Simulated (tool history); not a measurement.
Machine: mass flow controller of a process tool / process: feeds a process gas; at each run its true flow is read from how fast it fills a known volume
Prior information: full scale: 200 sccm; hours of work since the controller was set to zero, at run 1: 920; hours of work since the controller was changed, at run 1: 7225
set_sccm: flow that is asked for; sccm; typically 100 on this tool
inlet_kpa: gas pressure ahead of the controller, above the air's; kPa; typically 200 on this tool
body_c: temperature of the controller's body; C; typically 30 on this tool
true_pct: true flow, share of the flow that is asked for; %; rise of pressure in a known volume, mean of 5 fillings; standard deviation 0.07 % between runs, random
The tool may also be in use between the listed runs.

| run | hour | set_sccm | inlet_kpa | body_c | hours of work since the controller was set to zero | hours of work since the controller was changed | true_pct |
|---|---|---|---|---|---|---|---|
| 1 | 0.0 | 100 | 200 | 30 | 920 | 7225 | 103.25 |
| 2 | 237.8 | 100 | 200 | 23 | 1065 | 7371 | 102.85 |
| 3 | 369.8 | 100 | 200 | 23 | 1146 | 7452 | 102.89 |
| 4 | 573.8 | 100 | 200 | 23 | 1271 | 7577 | 102.99 |
| 5 | 717.5 | 100 | 173 | 23 | 1359 | 7665 | 102.86 |
| 6 | 1025.2 | 100 | 177 | 30 | 1548 | 7854 | 103.58 |
| 7 | 1343.0 | 100 | 177 | 30 | 1743 | 8049 | 103.74 |
| 8 | 1653.2 | 100 | 200 | 30 | 1933 | 8239 | 103.94 |
| 9 | 1860.6 | 100 | 200 | 30 | 2060 | 8366 | 104.00 |
| 10 | 2174.9 | 100 | 200 | 30 | 2253 | 8558 | 104.12 |
| 11 | 2324.6 | 100 | 200 | 30 | 2344 | 8650 | 104.38 |
| 12 | 2535.0 | 100 | 200 | 30 | 2473 | 8779 | 104.38 |
|  | 2633.1 | controller exchanged for a calibrated one |
| 13 | 2682.4 | 100 | 200 | 30 | 30 | 30 | 99.36 |
| 14 | 2959.7 | 100 | 200 | 30 | 200 | 200 | 99.52 |
| 15 | 3275.1 | 100 | 200 | 30 | 393 | 393 | 99.43 |
| 16 | 3503.0 | 100 | 200 | 30 | 533 | 533 | 99.82 |
| 17 | 3758.7 | 100 | 200 | 30 | 690 | 690 | 99.73 |
| 18 | 4025.0 | 46 | 144 | 30 | 853 | 853 | 99.22 |
| 19 | 4181.4 | 46 | 144 | 30 | 949 | 949 | 99.38 |
| 20 | 4475.0 | 22 | 215 | 20 | 1129 | 1129 | 99.42 |
| 21 | 4752.2 | 100 | 247 | 23 | 1299 | 1299 | 99.98 |
|  | 4774.3 | controller's zero set anew |
| 22 | 5030.5 | 100 | 247 | 23 | 157 | 1469 | 100.03 |
| 23 | 5278.1 | 125 | 187 | 24 | 309 | 1621 | 100.13 |
| 24 | 5487.7 | 47 | 200 | 30 | 437 | 1749 | 100.34 |
| 25 | 5805.6 | 47 | 200 | 30 | 632 | 1944 | 100.45 |
| 26 | 6025.2 | 195 | 182 | 30 | 767 | 2079 | 101.25 |
| 27 | 6279.0 | 45 | 200 | 21 | 922 | 2234 | 100.10 |
|  | 6331.2 | controller's zero set anew, once more |
| 28 | 6548.2 | 45 | 210 | 28 | 133 | 2399 | 100.03 |
| 29 | 6837.1 | 45 | 210 | 28 | 310 | 2576 | 100.27 |
| 30 | 7081.7 | 64 | 184 | 27 | 460 | 2726 | 100.27 |
| 31 | 7343.2 | 128 | 171 | 38 | 620 | 2886 | 101.71 |
| 32 | 7541.9 | 29 | 158 | 23 | 742 | 3008 | 99.86 |

How the hidden state differs across the entries between the runs, from the last listed run before each to the first after it:
Between runs 12 and 13: controller exchanged for a calibrated one (hour 2633.1)
  flow at rest that the sensor doesn't see, % of full scale: 0.186 -> 0.041; true flow over the shown one, %: 4.56 -> -0.12
  difference, measured minus the result without the unlogged condition, true_pct: +4.93 -> -0.04 %
Between runs 21 and 22: controller's zero set anew (hour 4774.3)
  flow at rest that the sensor doesn't see, % of full scale: 0.123 -> 0.148; true flow over the shown one, %: 0.53 -> 0.61
  difference, measured minus the result without the unlogged condition, true_pct: +0.77 -> +0.90 %
Between runs 27 and 28: controller's zero set anew, once more (hour 6331.2)
  flow at rest that the sensor doesn't see, % of full scale: 0.197 -> 0.033; true flow over the shown one, %: 1 -> 1.08
  difference, measured minus the result without the unlogged condition, true_pct: +1.88 -> +1.23 %
